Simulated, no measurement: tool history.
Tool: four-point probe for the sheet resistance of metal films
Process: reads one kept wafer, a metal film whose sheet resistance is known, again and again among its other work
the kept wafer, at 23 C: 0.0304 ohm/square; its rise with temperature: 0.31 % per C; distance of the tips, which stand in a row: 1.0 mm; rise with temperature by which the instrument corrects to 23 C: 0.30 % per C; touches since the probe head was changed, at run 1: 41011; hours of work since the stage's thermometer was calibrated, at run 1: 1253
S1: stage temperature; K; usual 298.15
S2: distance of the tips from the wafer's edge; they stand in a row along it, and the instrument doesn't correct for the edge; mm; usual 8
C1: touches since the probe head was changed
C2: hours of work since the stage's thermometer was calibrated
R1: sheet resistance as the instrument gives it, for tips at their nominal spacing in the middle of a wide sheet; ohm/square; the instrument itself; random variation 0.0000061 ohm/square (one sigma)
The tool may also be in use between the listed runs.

run	hour	S1	S2	C1	C2	R1
1	0.0	298.15	8	41011	1253	0.030882
2	20.7	298.15	8	41901	1267	0.030884
3	36.8	298.15	8	42589	1277	0.030872
4	53.0	298.15	8	43284	1287	0.030879
5	69.3	299.15	8	43982	1298	0.030889
6	92.6	298.15	8	44983	1313	0.030882
7	112.6	298.15	8	45838	1326	0.030886
# hour 131.2: stage's thermometer calibrated
8	134.4	298.15	8	46753	2	0.030849
9	155.7	298.15	8	47667	16	0.030861
10	175.5	298.15	14	48516	29	0.030685
11	198.8	298.15	14	49515	43	0.030683
12	214.5	298.15	14	50186	54	0.030690
13	226.6	298.15	8	50708	61	0.030867
14	240.5	298.15	8	51304	70	0.030857
15	252.8	298.15	8	51830	78	0.030858
16	267.5	298.15	8	52458	88	0.030867
17	287.8	298.15	8	53331	101	0.030868
18	308.7	298.15	8	54229	114	0.030861
19	334.4	298.15	8	55329	131	0.030864
20	346.3	298.15	8	55841	138	0.030870
21	364.4	298.15	22	56614	150	0.030656
22	378.3	298.15	22	57212	159	0.030650
23	391.6	298.15	22	57780	167	0.030652
24	409.2	298.15	22	58536	179	0.030652
25	425.0	299.15	3	59213	189	0.032353
26	452.7	302.15	20	60400	207	0.030676
27	479.4	304.15	4	61547	224	0.031651
28	502.7	304.15	4	62547	239	0.031649
29	527.9	304.15	4	63627	255	0.031672
30	551.4	304.15	4	64634	270	0.031659
31	568.7	304.15	68	65376	281	0.030664
32	589.0	304.15	8	66248	294	0.030920
33	609.7	291.15	25	67134	308	0.030620
34	623.3	306.15	7	67716	316	0.031007
35	634.5	305.15	9	68198	324	0.030875
36	656.8	305.15	17	69155	338	0.030737
37	678.9	305.15	17	70103	352	0.030738
38	704.4	305.15	17	71197	368	0.030735
39	723.6	304.15	17	72016	381	0.030720
40	747.9	294.15	17	73062	396	0.030687
41	766.2	300.15	37	73844	408	0.030664
42	789.2	300.15	7	74833	423	0.030990
43	816.1	300.15	8	75987	440	0.030921
44	839.9	301.15	8	77006	456	0.030917
45	863.5	293.15	8	78019	471	0.030887

Hidden state at the last listed run before each entry between runs and at the first one after, where it differs:
Between runs 7 and 8: stage's thermometer calibrated (hour 131.2)
  inner tips' distance over the nominal, %: 0.555 -> 0.559; wafer's true temperature over the reading, C: 0.36 -> 0.01
  measured less the result without the state, R1: +0.000219 -> +0.000186 ohm/square
